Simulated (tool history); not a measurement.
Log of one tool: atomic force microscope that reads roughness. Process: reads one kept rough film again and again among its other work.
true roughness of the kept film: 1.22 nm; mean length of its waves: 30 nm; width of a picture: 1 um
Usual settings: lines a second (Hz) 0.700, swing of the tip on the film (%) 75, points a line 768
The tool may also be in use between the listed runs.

| run | hour | lines a second (Hz) | swing of the tip on the film (%) | points a line | roughness of the kept film (nm (root mean square)) |
|---|---|---|---|---|---|
| 1 | 0.0 | 0.700 | 75 | 768 | 1.071 |
| 2 | 48.2 | 1.387 | 75 | 768 | 1.024 |
| 3 | 71.6 | 0.700 | 83 | 768 | 1.025 |
| 4 | 98.3 | 1.782 | 83 | 768 | 0.959 |
| 5 | 141.2 | 0.710 | 75 | 768 | 0.982 |
|  | 175.0 | new tip fitted |
| 6 | 191.4 | 0.710 | 75 | 768 | 1.108 |
| 7 | 241.4 | 0.700 | 75 | 768 | 1.067 |
| 8 | 270.0 | 0.700 | 75 | 307 | 1.048 |
| 9 | 308.4 | 0.700 | 75 | 307 | 1.022 |
| 10 | 353.7 | 0.700 | 69 | 768 | 1.011 |
| 11 | 385.1 | 0.700 | 69 | 768 | 0.999 |
| 12 | 428.2 | 0.700 | 69 | 768 | 0.972 |
|  | 432.6 | new tip fitted |
| 13 | 453.3 | 0.817 | 69 | 768 | 1.102 |
| 14 | 482.3 | 0.836 | 75 | 768 | 1.090 |
| 15 | 533.7 | 0.836 | 75 | 768 | 1.046 |
| 16 | 581.4 | 0.700 | 75 | 292 | 1.012 |
| 17 | 626.1 | 0.700 | 75 | 292 | 0.990 |
| 18 | 665.1 | 0.700 | 75 | 292 | 0.966 |
|  | 689.3 | new tip fitted |
| 19 | 708.1 | 0.700 | 75 | 292 | 1.082 |
| 20 | 749.9 | 0.700 | 75 | 292 | 1.062 |
| 21 | 776.1 | 0.700 | 70 | 292 | 1.057 |
| 22 | 804.8 | 0.700 | 70 | 292 | 1.044 |
| 23 | 840.9 | 0.700 | 60 | 768 | 1.048 |
| 24 | 878.2 | 0.700 | 60 | 768 | 1.027 |
| 25 | 921.8 | 0.700 | 60 | 768 | 1.003 |
|  | 948.0 | new tip fitted |
| 26 | 973.5 | 0.700 | 60 | 768 | 1.121 |
| 27 | 1008.4 | 0.973 | 59 | 356 | 1.077 |
| 28 | 1042.5 | 0.973 | 59 | 356 | 1.057 |
| 29 | 1071.7 | 1.013 | 89 | 635 | 0.996 |
| 30 | 1115.5 | 1.013 | 89 | 635 | 0.968 |
| 31 | 1141.4 | 1.320 | 56 | 389 | 1.011 |
| 32 | 1171.4 | 1.075 | 78 | 383 | 0.950 |
| 33 | 1202.5 | 2.727 | 74 | 500 | 0.908 |
|  | 1207.5 | new tip fitted |
| 34 | 1232.1 | 2.727 | 74 | 500 | 1.031 |
| 35 | 1278.7 | 2.727 | 74 | 644 | 0.998 |
| 36 | 1315.1 | 2.727 | 73 | 409 | 0.983 |
| 37 | 1360.9 | 1.436 | 73 | 482 | 0.990 |
| 38 | 1394.0 | 0.648 | 73 | 444 | 0.993 |
| 39 | 1417.6 | 0.648 | 73 | 444 | 0.992 |
|  | 1466.4 | new tip fitted |
| 40 | 1466.4 | 2.953 | 74 | 525 | 1.036 |
| 41 | 1501.3 | 2.953 | 74 | 525 | 1.010 |
| 42 | 1544.4 | 2.953 | 74 | 525 | 0.993 |
| 43 | 1589.0 | 2.022 | 67 | 580 | 1.013 |
| 44 | 1634.6 | 0.700 | 84 | 340 | 0.994 |
| 45 | 1666.8 | 0.748 | 85 | 761 | 0.982 |
| 46 | 1697.9 | 3.487 | 75 | 576 | 0.889 |

The next listed run, before its measurement:
| 47 | 1719.4 | 2.114 | 75 | 891 | ? |

{"run 47": {"roughness of the kept film (nm (root mean square))": 0.926}}
Without the tool's hidden state the same run would have given roughness of the kept film (nm (root mean square)) 1.079.
